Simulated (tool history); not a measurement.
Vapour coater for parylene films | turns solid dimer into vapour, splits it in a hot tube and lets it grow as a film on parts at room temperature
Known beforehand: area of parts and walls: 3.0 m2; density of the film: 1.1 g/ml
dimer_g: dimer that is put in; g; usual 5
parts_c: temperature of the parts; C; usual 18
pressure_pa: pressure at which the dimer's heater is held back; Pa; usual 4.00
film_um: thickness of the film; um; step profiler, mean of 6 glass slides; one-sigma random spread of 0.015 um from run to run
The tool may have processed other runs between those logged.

run 1 day=0.000 | dimer_g=5 parts_c=18 pressure_pa=4.00 | film_um=0.60
run 2 day=0.508 | dimer_g=5 parts_c=18 pressure_pa=4.00 | film_um=0.62
run 3 day=1.012 | dimer_g=5 parts_c=18 pressure_pa=4.00 | film_um=0.60
-- day=1.633 trap's valve overhauled
run 4 day=1.717 | dimer_g=5 parts_c=18 pressure_pa=4.00 | film_um=0.72
run 5 day=2.083 | dimer_g=5 parts_c=18 pressure_pa=4.00 | film_um=0.69
run 6 day=2.883 | dimer_g=5 parts_c=18 pressure_pa=11.00 | film_um=0.62
run 7 day=3.446 | dimer_g=5 parts_c=18 pressure_pa=11.00 | film_um=0.62
run 8 day=4.250 | dimer_g=5 parts_c=18 pressure_pa=11.00 | film_um=0.62
run 9 day=4.804 | dimer_g=5 parts_c=18 pressure_pa=4.00 | film_um=0.71
run 10 day=5.375 | dimer_g=5 parts_c=18 pressure_pa=4.00 | film_um=0.71
run 11 day=6.000 | dimer_g=5 parts_c=18 pressure_pa=4.00 | film_um=0.69
run 12 day=6.546 | dimer_g=9 parts_c=18 pressure_pa=4.00 | film_um=1.23
run 13 day=7.229 | dimer_g=9 parts_c=18 pressure_pa=4.00 | film_um=1.22
run 14 day=7.929 | dimer_g=9 parts_c=18 pressure_pa=4.00 | film_um=1.21
run 15 day=8.521 | dimer_g=5 parts_c=20 pressure_pa=3.66 | film_um=0.66
run 16 day=9.083 | dimer_g=5 parts_c=12 pressure_pa=4.00 | film_um=0.76
run 17 day=9.725 | dimer_g=5 parts_c=12 pressure_pa=4.00 | film_um=0.72
run 18 day=10.629 | dimer_g=5 parts_c=12 pressure_pa=4.00 | film_um=0.73
run 19 day=11.112 | dimer_g=3 parts_c=13 pressure_pa=2.80 | film_um=0.45
run 20 day=11.821 | dimer_g=6 parts_c=13 pressure_pa=2.80 | film_um=0.91
run 21 day=12.550 | dimer_g=6 parts_c=13 pressure_pa=2.80 | film_um=0.88
run 22 day=13.375 | dimer_g=6 parts_c=13 pressure_pa=2.80 | film_um=0.90
run 23 day=13.862 | dimer_g=6 parts_c=13 pressure_pa=2.80 | film_um=0.89
run 24 day=14.704 | dimer_g=6 parts_c=20 pressure_pa=2.80 | film_um=0.77
run 25 day=15.454 | dimer_g=3 parts_c=15 pressure_pa=5.93 | film_um=0.39
run 26 day=15.875 | dimer_g=3 parts_c=15 pressure_pa=2.73 | film_um=0.42
run 27 day=16.471 | dimer_g=5 parts_c=17 pressure_pa=2.24 | film_um=0.69

Below, some changes in film_um between adjacent runs. For each, the amount present without the hidden state too (settings, incoming material, random variation) and the amount remaining for the hidden state with gauge scatter not shared by both compared results:
The tool's hidden condition here consists of: vapour lost through the trap's worn valve, %; true temperature of the parts over the reading, C; drift of the gauge itself on film_um, %.
Run 3 -> 4: trap's valve overhauled. film_um +0.12 um: hidden state +0.08, all else +0.04.
Run 11 -> 12: dimer_g 5 -> 9. film_um +0.54 um: hidden state -0.04, all else +0.58.
Run 14 -> 15: dimer_g 9 -> 5, parts_c 18 -> 20, pressure_pa 4.00 -> 3.66. film_um -0.55 um: hidden state +0.04, all else -0.59.
Run 24 -> 25: dimer_g 6 -> 3, parts_c 20 -> 15, pressure_pa 2.80 -> 5.93. film_um -0.38 um: hidden state +0.05, all else -0.43.
